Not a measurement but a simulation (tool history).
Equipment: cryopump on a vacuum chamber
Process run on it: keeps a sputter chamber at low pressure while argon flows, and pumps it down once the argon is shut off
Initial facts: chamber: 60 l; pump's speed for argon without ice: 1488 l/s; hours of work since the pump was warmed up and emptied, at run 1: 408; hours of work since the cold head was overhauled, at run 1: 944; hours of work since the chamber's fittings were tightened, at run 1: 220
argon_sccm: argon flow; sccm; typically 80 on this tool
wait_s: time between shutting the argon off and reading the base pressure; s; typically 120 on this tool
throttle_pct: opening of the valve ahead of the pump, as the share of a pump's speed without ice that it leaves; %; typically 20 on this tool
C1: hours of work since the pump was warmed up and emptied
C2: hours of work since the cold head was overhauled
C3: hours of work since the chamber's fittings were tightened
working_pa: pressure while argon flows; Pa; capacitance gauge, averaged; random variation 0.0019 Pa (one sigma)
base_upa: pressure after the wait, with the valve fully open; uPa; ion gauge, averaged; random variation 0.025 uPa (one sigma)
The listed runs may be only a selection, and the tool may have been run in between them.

run 1 hour=0 | argon_sccm=80 wait_s=120 throttle_pct=20 | C1=408 C2=944 C3=220 | working_pa=0.4848 base_upa=1.62
run 2 hour=94.9 | argon_sccm=80 wait_s=120 throttle_pct=20 | C1=458 C2=994 C3=270 | working_pa=0.4891 base_upa=1.78
run 3 hour=178.8 | argon_sccm=80 wait_s=39 throttle_pct=20 | C1=502 C2=1039 C3=314 | working_pa=0.4942 base_upa=3.56
-- hour=223.6 pump warmed up, emptied and cooled again
run 4 hour=282.5 | argon_sccm=80 wait_s=39 throttle_pct=20 | C1=31 C2=1091 C3=367 | working_pa=0.4559 base_upa=3.38
run 5 hour=333.3 | argon_sccm=80 wait_s=297 throttle_pct=20 | C1=58 C2=1118 C3=394 | working_pa=0.4576 base_upa=1.34
run 6 hour=434.7 | argon_sccm=80 wait_s=297 throttle_pct=20 | C1=112 C2=1172 C3=447 | working_pa=0.4642 base_upa=1.41
run 7 hour=528.4 | argon_sccm=80 wait_s=297 throttle_pct=20 | C1=162 C2=1221 C3=497 | working_pa=0.4688 base_upa=1.6
run 8 hour=596.7 | argon_sccm=80 wait_s=297 throttle_pct=20 | C1=198 C2=1257 C3=533 | working_pa=0.4724 base_upa=1.72
run 9 hour=659.7 | argon_sccm=80 wait_s=297 throttle_pct=20 | C1=231 C2=1291 C3=567 | working_pa=0.4692 base_upa=1.79
run 10 hour=750.5 | argon_sccm=80 wait_s=297 throttle_pct=20 | C1=279 C2=1339 C3=615 | working_pa=0.4736 base_upa=1.99
run 11 hour=816.5 | argon_sccm=80 wait_s=297 throttle_pct=20 | C1=314 C2=1374 C3=650 | working_pa=0.4841 base_upa=2.08
run 12 hour=903.3 | argon_sccm=80 wait_s=297 throttle_pct=20 | C1=360 C2=1420 C3=696 | working_pa=0.4829 base_upa=2.33
run 13 hour=953.8 | argon_sccm=80 wait_s=297 throttle_pct=20 | C1=387 C2=1447 C3=723 | working_pa=0.483 base_upa=2.42
run 14 hour=1049.6 | argon_sccm=80 wait_s=297 throttle_pct=20 | C1=438 C2=1498 C3=773 | working_pa=0.4909 base_upa=2.57
run 15 hour=1109 | argon_sccm=80 wait_s=120 throttle_pct=31 | C1=469 C2=1529 C3=805 | working_pa=0.3325 base_upa=3.11
run 16 hour=1175.1 | argon_sccm=80 wait_s=120 throttle_pct=31 | C1=504 C2=1564 C3=840 | working_pa=0.3382 base_upa=3.44
-- hour=1214.8 pump warmed up, emptied and cooled again
run 17 hour=1238 | argon_sccm=113 wait_s=120 throttle_pct=20 | C1=12 C2=1595 C3=871 | working_pa=0.6488 base_upa=2.66
run 18 hour=1325.1 | argon_sccm=46 wait_s=44 throttle_pct=25 | C1=59 C2=1641 C3=917 | working_pa=0.2126 base_upa=4.2
run 19 hour=1403.6 | argon_sccm=115 wait_s=178 throttle_pct=26 | C1=100 C2=1683 C3=958 | working_pa=0.5132 base_upa=2.7
run 20 hour=1454.9 | argon_sccm=115 wait_s=178 throttle_pct=28 | C1=127 C2=1710 C3=986 | working_pa=0.481 base_upa=2.76
run 21 hour=1500.5 | argon_sccm=115 wait_s=178 throttle_pct=28 | C1=151 C2=1734 C3=1010 | working_pa=0.487 base_upa=2.84
run 22 hour=1545.9 | argon_sccm=115 wait_s=178 throttle_pct=28 | C1=176 C2=1758 C3=1034 | working_pa=0.4874 base_upa=3.02
run 23 hour=1630.1 | argon_sccm=96 wait_s=24 throttle_pct=19 | C1=220 C2=1803 C3=1078 | working_pa=0.5927 base_upa=6.39
run 24 hour=1721.6 | argon_sccm=96 wait_s=24 throttle_pct=19 | C1=269 C2=1851 C3=1127 | working_pa=0.6024 base_upa=6.62
run 25 hour=1773.5 | argon_sccm=151 wait_s=250 throttle_pct=16 | C1=296 C2=1879 C3=1155 | working_pa=1.1176 base_upa=3.28
-- hour=1794.6 leaking fittings of the chamber tightened, without venting
run 26 hour=1872 | argon_sccm=151 wait_s=250 throttle_pct=16 | C1=347 C2=1930 C3=41 | working_pa=1.126 base_upa=0.77
run 27 hour=1923.8 | argon_sccm=151 wait_s=250 throttle_pct=16 | C1=375 C2=1957 C3=68 | working_pa=1.1317 base_upa=0.84
run 28 hour=2013 | argon_sccm=80 wait_s=44 throttle_pct=48 | C1=422 C2=2005 C3=116 | working_pa=0.2246 base_upa=2.7
run 29 hour=2107.4 | argon_sccm=140 wait_s=33 throttle_pct=26 | C1=472 C2=2055 C3=166 | working_pa=0.6812 base_upa=3.62
run 30 hour=2151.8 | argon_sccm=140 wait_s=33 throttle_pct=26 | C1=496 C2=2078 C3=189 | working_pa=0.6894 base_upa=3.71
-- hour=2205.8 pump warmed up, emptied and cooled again
run 31 hour=2211.5 | argon_sccm=80 wait_s=46 throttle_pct=32 | C1=3 C2=2107 C3=218 | working_pa=0.2881 base_upa=2.68
run 32 hour=2272.8 | argon_sccm=121 wait_s=89 throttle_pct=39 | C1=36 C2=2140 C3=251 | working_pa=0.3602 base_upa=1.79
run 33 hour=2317.3 | argon_sccm=47 wait_s=73 throttle_pct=37 | C1=59 C2=2163 C3=274 | working_pa=0.1482 base_upa=2.13
run 34 hour=2380.1 | argon_sccm=56 wait_s=263 throttle_pct=47 | C1=92 C2=2197 C3=308 | working_pa=0.1414 base_upa=1.23

Selected run-to-run steps in working_pa, each split into two signed amounts: the part the tool would show with no hidden state at all (from settings, incoming material and random variation), and the remainder, which goes to the hidden state together with any gauge scatter not common to the measured and the hidden-state-free results:
Unlogged tool condition in this case: pump's speed, % of a pump's without ice; cold plate's temperature, K; leak into the chamber, uPa l/s; drift of the gauge itself on working_pa, %; drift of the gauge itself on base_upa, %.
Run 16 -> 17: argon_sccm 80 -> 113, throttle_pct 31 -> 20, pump warmed up, emptied and cooled again. working_pa +0.3106 Pa: hidden state -0.039, all else +0.3496.
Run 24 -> 25: argon_sccm 96 -> 151, wait_s 24 -> 250, throttle_pct 19 -> 16. working_pa +0.5152 Pa: hidden state +0.0191, all else +0.4961.
Run 27 -> 28: argon_sccm 151 -> 80, wait_s 250 -> 44, throttle_pct 16 -> 48. working_pa -0.9071 Pa: hidden state -0.0228, all else -0.8843.
Run 28 -> 29: argon_sccm 80 -> 140, wait_s 44 -> 33, throttle_pct 48 -> 26. working_pa +0.4566 Pa: hidden state +0.0357, all else +0.4209.
Run 30 -> 31: argon_sccm 140 -> 80, wait_s 33 -> 46, throttle_pct 26 -> 32, pump warmed up, emptied and cooled again. working_pa -0.4013 Pa: hidden state -0.0724, all else -0.3289.
